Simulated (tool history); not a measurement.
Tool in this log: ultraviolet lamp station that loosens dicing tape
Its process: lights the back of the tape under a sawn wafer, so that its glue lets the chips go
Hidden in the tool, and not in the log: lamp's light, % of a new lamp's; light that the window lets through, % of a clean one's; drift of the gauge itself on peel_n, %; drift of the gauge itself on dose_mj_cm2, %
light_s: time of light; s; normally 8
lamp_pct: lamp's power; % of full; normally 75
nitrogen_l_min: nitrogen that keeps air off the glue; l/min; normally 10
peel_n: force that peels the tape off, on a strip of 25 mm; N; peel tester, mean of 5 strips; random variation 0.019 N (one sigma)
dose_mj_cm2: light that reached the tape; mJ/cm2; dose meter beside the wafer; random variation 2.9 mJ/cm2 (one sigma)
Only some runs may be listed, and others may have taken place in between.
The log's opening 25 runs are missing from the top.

run     day  light_s  lamp_pct  nitrogen_l_min  hours of work of the lamp  hours of work since the window was cleaned  peel_n  dose_mj_cm2
 26  14.483       16        82               6                        545                                         228   0.262          931
 27  15.246        8        71              10                        554                                         237   1.000          403
 28  15.825        8        71              10                        561                                         244   0.974          402
 29  16.308        8        82               4                        566                                         250   1.235          467
 30  16.742        5        61               8                        572                                         255   2.491          215
 31  17.200        5        61               8                        577                                         260   2.466          215
 32  17.729       13        67              10                        583                                         267   0.450          617
 33  18.471        9        66              17                        592                                         275   0.737          423
 34  18.950        8        77               4                        598                                         281   1.370          441
 35  19.575        5        75               7                        605                                         289   2.155          273
 36  19.946        5        75               7                        609                                         293   2.052          267
 37  20.400        5        75               7                        615                                         298   2.074          264
 38  20.971       16        94              10                        622                                         305   0.178         1062
 39  21.750       16        64              10                        631                                         314   0.303          728
 40  22.571       16        64              10                        640                                         324   0.311          733
 41  22.992       16        64              10                        645                                         329   0.315          732
 42  23.417       16        64              10                        650                                         334   0.314          728
 43  24.067       16        64              10                        658                                         342   0.316          720
 44  24.696       10        65              10                        666                                         349   0.748          461
 45  25.329        8        75              14                        673                                         356   0.789          424

3 ways to go on from here, each from the tool as it stands after run 45. What would each give?
  A  25.912        8        70              16                        680                                         363       ?            ?
  B  25.912        8        85               6                        680                                         363       ?            ?
  C  25.912        5        63               9                        680                                         363       ?            ?

run  peel_n  dose_mj_cm2
  A   0.836          394
  B   0.944          486
  C   2.365          227
What these runs would have given with no unlogged condition in the tool:
run  peel_n  dose_mj_cm2
  A   0.829          396
  B   0.936          488
  C   2.353          228
